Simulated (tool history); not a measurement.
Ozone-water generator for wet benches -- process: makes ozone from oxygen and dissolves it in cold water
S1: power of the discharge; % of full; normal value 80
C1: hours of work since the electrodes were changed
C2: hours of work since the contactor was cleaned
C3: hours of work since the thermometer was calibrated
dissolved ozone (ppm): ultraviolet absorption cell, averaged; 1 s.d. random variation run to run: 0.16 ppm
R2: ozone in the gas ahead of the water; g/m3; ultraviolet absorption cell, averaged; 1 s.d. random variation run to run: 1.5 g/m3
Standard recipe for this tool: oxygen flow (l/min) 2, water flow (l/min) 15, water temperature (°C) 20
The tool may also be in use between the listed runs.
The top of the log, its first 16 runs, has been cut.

Run 17, hour 2358.4: usual settings but water flow (l/min) 17; C1 6391; C2 8997; C3 350. Result: dissolved ozone (ppm) 16.6, R2 262.2 g/m3.
Run 18, hour 2496.1: usual settings but water flow (l/min) 17; C1 6482; C2 9088; C3 441. Result: dissolved ozone (ppm) 16.6, R2 265.6 g/m3.
Run 19, hour 2677.3: usual settings but S1 61 % of full, oxygen flow (l/min) 1.06, water temperature (°C) 23; C1 6601; C2 9207; C3 561. Result: dissolved ozone (ppm) 13.3, R2 320.3 g/m3.
Run 20, hour 2864.3: usual settings but S1 62 % of full, oxygen flow (l/min) 2.93, water temperature (°C) 16; C1 6725; C2 9331; C3 684. Result: dissolved ozone (ppm) 16.4, R2 175 g/m3.
At hour 2952.9: contactor cleaned.
Run 21, hour 3051.6: usual settings but S1 62 % of full, oxygen flow (l/min) 2.93, water temperature (°C) 16; C1 6846; C2 65; C3 805. Result: dissolved ozone (ppm) 17.4, R2 174.5 g/m3.
Run 22, hour 3190.8: usual settings but S1 64 % of full, water flow (l/min) 14; C1 6937; C2 157; C3 897. Result: dissolved ozone (ppm) 17.3, R2 225.9 g/m3.
Run 23, hour 3347.9: usual settings but S1 95 % of full, water flow (l/min) 19, water temperature (°C) 15; C1 7041; C2 261; C3 1001. Result: dissolved ozone (ppm) 18.3, R2 295.8 g/m3.
Run 24, hour 3513.6: usual settings but S1 50 % of full, water flow (l/min) 9; C1 7151; C2 370; C3 1110. Result: dissolved ozone (ppm) 20.3, R2 188.1 g/m3.
Run 25, hour 3610.5: usual settings but S1 50 % of full, water flow (l/min) 9; C1 7215; C2 434; C3 1174. Result: dissolved ozone (ppm) 20.6, R2 189 g/m3.
Run 26, hour 3705.2: usual settings but S1 50 % of full, oxygen flow (l/min) 3.24, water flow (l/min) 12; C1 7277; C2 496; C3 1237. Result: dissolved ozone (ppm) 16.4, R2 141 g/m3.
Run 27, hour 3812.5: usual settings but S1 47 % of full, oxygen flow (l/min) 3.47; C1 7348; C2 567; C3 1307. Result: dissolved ozone (ppm) 13.5, R2 130.8 g/m3.
Run 28, hour 3983.4: usual settings but oxygen flow (l/min) 3.47, water temperature (°C) 23; C1 7461; C2 680; C3 1420. Result: dissolved ozone (ppm) 18.4, R2 186.4 g/m3.
Run 29, hour 4084.4: usual settings but oxygen flow (l/min) 3.14, water flow (l/min) 18, water temperature (°C) 28; C1 7527; C2 747; C3 1487. Result: dissolved ozone (ppm) 15.4, R2 199.8 g/m3.
Run 30, hour 4267.6: usual settings but oxygen flow (l/min) 1.75, water flow (l/min) 18, water temperature (°C) 23; C1 7648; C2 868; C3 1608. Result: dissolved ozone (ppm) 15.4, R2 280.6 g/m3.
Run 31, hour 4382.2: usual settings but S1 100 % of full, oxygen flow (l/min) 2.46, water flow (l/min) 13, water temperature (°C) 21; C1 7724; C2 943; C3 1683. Result: dissolved ozone (ppm) 24.5, R2 266.2 g/m3.
Run 32, hour 4544.5: usual settings but S1 100 % of full, oxygen flow (l/min) 2.46, water flow (l/min) 13, water temperature (°C) 21; C1 7831; C2 1050; C3 1790. Result: dissolved ozone (ppm) 24.6, R2 266.9 g/m3.

Predict each of these 5 candidate next runs independently; none follows another, all start after run 32:
Run A, hour 4736.8: usual settings but S1 88 % of full, oxygen flow (l/min) 1.31, water flow (l/min) 12; C1 7958; C2 1177; C3 1917. Result: dissolved ozone (ppm) ?, R2 ?.
Run B, hour 4736.8: usual settings but S1 77 % of full, oxygen flow (l/min) 2.46, water flow (l/min) 13, water temperature (°C) 21; C1 7958; C2 1177; C3 1917. Result: dissolved ozone (ppm) ?, R2 ?.
Run C, hour 4736.8: usual settings but S1 42 % of full; C1 7958; C2 1177; C3 1917. Result: dissolved ozone (ppm) ?, R2 ?.
Run D, hour 4736.8: usual settings but S1 70 % of full, water temperature (°C) 14; C1 7958; C2 1177; C3 1917. Result: dissolved ozone (ppm) ?, R2 ?.
Run E, hour 4736.8: usual settings but S1 100 % of full, oxygen flow (l/min) 1.87, water flow (l/min) 10, water temperature (°C) 21; C1 7958; C2 1177; C3 1917. Result: dissolved ozone (ppm) ?, R2 ?.

run  dissolved ozone (ppm)     R2
  A                   22.8  356.2
  B                   20.3  222.6
  C                     12  168.5
  D                   18.1  237.5
  E                   29.4  313.4
Without the tool's hidden state the same runs would have given:
run  dissolved ozone (ppm)     R2
  A                   25.4  392.6
  B                   22.5  243.4
  C                   12.8  177.7
  D                   19.9  258.3
  E                     33  348.1
